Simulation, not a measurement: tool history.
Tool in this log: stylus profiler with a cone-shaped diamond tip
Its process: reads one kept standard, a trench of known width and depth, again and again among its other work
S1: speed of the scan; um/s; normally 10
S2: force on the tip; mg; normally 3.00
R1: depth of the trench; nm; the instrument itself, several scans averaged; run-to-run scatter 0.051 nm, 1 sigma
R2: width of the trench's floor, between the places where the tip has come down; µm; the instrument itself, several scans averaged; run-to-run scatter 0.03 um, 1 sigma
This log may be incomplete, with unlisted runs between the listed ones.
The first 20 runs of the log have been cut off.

{"run": 21, "hour": 628.0, "S1": 9, "S2": 3.0, "R1": 100.69, "R2": 18.61}
{"run": 22, "hour": 652.7, "S1": 9, "S2": 3.0, "R1": 100.65, "R2": 18.6}
{"run": 23, "hour": 675.1, "S1": 22, "S2": 3.61, "R1": 100.63, "R2": 18.58}
{"run": 24, "hour": 698.2, "S1": 10, "S2": 1.55, "R1": 100.48, "R2": 18.57}
{"run": 25, "hour": 726.8, "S1": 3, "S2": 7.94, "R1": 101.19, "R2": 18.56}
{"run": 26, "hour": 753.9, "S1": 3, "S2": 7.94, "R1": 101.28, "R2": 18.57}
{"run": 27, "hour": 779.7, "S1": 3, "S2": 7.94, "R1": 101.23, "R2": 18.59}
{"run": 28, "hour": 796.2, "S1": 10, "S2": 4.87, "R1": 100.9, "R2": 18.6}
{"run": 29, "hour": 831.6, "S1": 21, "S2": 1.88, "R1": 100.45, "R2": 18.54}
{"run": 30, "hour": 872.1, "S1": 10, "S2": 3.73, "R1": 100.77, "R2": 18.63}
{"run": 31, "hour": 892.8, "S1": 10, "S2": 2.75, "R1": 100.56, "R2": 18.61}
{"run": 32, "hour": 909.8, "S1": 10, "S2": 2.75, "R1": 100.54, "R2": 18.57}
{"run": 33, "hour": 938.0, "S1": 4, "S2": 5.77, "R1": 101.11, "R2": 18.61}
{"run": 34, "hour": 954.6, "S1": 7, "S2": 5.77, "R1": 101.02, "R2": 18.58}
{"run": 35, "hour": 994.3, "S1": 10, "S2": 3.53, "R1": 100.71, "R2": 18.55}
{"run": 36, "hour": 1020.8, "S1": 20, "S2": 5.41, "R1": 100.98, "R2": 18.6}
{"run": 37, "hour": 1040.8, "S1": 22, "S2": 5.32, "R1": 100.9, "R2": 18.54}
{"run": 38, "hour": 1061.6, "S1": 22, "S2": 5.32, "R1": 100.89, "R2": 18.5}
{"run": 39, "hour": 1097.4, "S1": 5, "S2": 4.89, "R1": 100.87, "R2": 18.59}

The next listed run, before its measurement:
{"run": 40, "hour": 1120.5, "S1": 10, "S2": 3.18, "R1": "?", "R2": "?"}

R1: 100.68 nm
R2: 18.59 µm
Without the tool's hidden state the same run would have given R1 100.68 nm, R2 18.61 µm.

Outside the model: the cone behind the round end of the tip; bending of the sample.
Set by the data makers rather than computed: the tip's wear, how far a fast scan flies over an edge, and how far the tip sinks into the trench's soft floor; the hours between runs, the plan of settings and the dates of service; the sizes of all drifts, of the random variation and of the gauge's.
